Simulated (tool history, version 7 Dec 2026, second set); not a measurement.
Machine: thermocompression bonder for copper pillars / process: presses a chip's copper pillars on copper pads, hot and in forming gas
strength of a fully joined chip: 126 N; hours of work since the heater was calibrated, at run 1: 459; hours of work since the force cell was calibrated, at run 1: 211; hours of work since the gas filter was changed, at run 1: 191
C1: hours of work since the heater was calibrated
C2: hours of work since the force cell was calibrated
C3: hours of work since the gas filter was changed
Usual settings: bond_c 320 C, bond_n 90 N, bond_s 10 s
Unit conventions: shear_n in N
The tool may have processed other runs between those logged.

run 1 hour=0 | bond_c=320 bond_n=90 bond_s=10 | C1=459 C2=211 C3=191 | shear_n=76.2
run 2 hour=6.3 | bond_c=314 bond_n=90 bond_s=10 | C1=463 C2=215 C3=195 | shear_n=71.9
run 3 hour=11.4 | bond_c=314 bond_n=90 bond_s=10 | C1=466 C2=218 C3=198 | shear_n=71.7
run 4 hour=20.6 | bond_c=320 bond_n=90 bond_s=5 | C1=472 C2=224 C3=204 | shear_n=61.7
run 5 hour=25 | bond_c=320 bond_n=90 bond_s=10 | C1=475 C2=227 C3=206 | shear_n=76.1
run 6 hour=30.6 | bond_c=320 bond_n=90 bond_s=10 | C1=478 C2=230 C3=210 | shear_n=76.1
run 7 hour=36.6 | bond_c=320 bond_n=90 bond_s=10 | C1=482 C2=234 C3=214 | shear_n=75.1
-- hour=45.2 forming gas filter changed
run 8 hour=46.6 | bond_c=320 bond_n=90 bond_s=10 | C1=488 C2=240 C3=1 | shear_n=84.9
run 9 hour=52.7 | bond_c=320 bond_n=132 bond_s=10 | C1=492 C2=244 C3=5 | shear_n=104.8
run 10 hour=62.1 | bond_c=320 bond_n=132 bond_s=10 | C1=498 C2=250 C3=11 | shear_n=105.1
run 11 hour=68.3 | bond_c=320 bond_n=132 bond_s=10 | C1=502 C2=254 C3=15 | shear_n=103
run 12 hour=74.5 | bond_c=320 bond_n=90 bond_s=10 | C1=506 C2=257 C3=18 | shear_n=83.9
run 13 hour=79.1 | bond_c=320 bond_n=90 bond_s=10 | C1=508 C2=260 C3=21 | shear_n=84.7
run 14 hour=88.9 | bond_c=320 bond_n=128 bond_s=10 | C1=515 C2=267 C3=28 | shear_n=101.9
run 15 hour=98.7 | bond_c=320 bond_n=128 bond_s=10 | C1=521 C2=273 C3=34 | shear_n=101.3
run 16 hour=105.9 | bond_c=336 bond_n=82 bond_s=13 | C1=525 C2=277 C3=38 | shear_n=93.3
run 17 hour=110.4 | bond_c=326 bond_n=113 bond_s=6 | C1=528 C2=280 C3=41 | shear_n=86.9
run 18 hour=118.4 | bond_c=326 bond_n=113 bond_s=6 | C1=533 C2=285 C3=46 | shear_n=87.6
run 19 hour=122.5 | bond_c=326 bond_n=113 bond_s=6 | C1=536 C2=288 C3=49 | shear_n=86.5
run 20 hour=127.7 | bond_c=320 bond_n=61 bond_s=21 | C1=539 C2=291 C3=52 | shear_n=79
run 21 hour=132.8 | bond_c=330 bond_n=61 bond_s=7 | C1=542 C2=294 C3=55 | shear_n=60.7
run 22 hour=139.8 | bond_c=315 bond_n=90 bond_s=12 | C1=547 C2=299 C3=60 | shear_n=83.3

Run 23 has not been measured yet. What should we expect?
run 23 hour=144 | bond_c=315 bond_n=90 bond_s=12 | C1=549 C2=301 C3=62 | shear_n=?

{"run 23": {"shear_n": 83.2}}
Without the tool's hidden state the same run would have given shear_n 84.4 N.
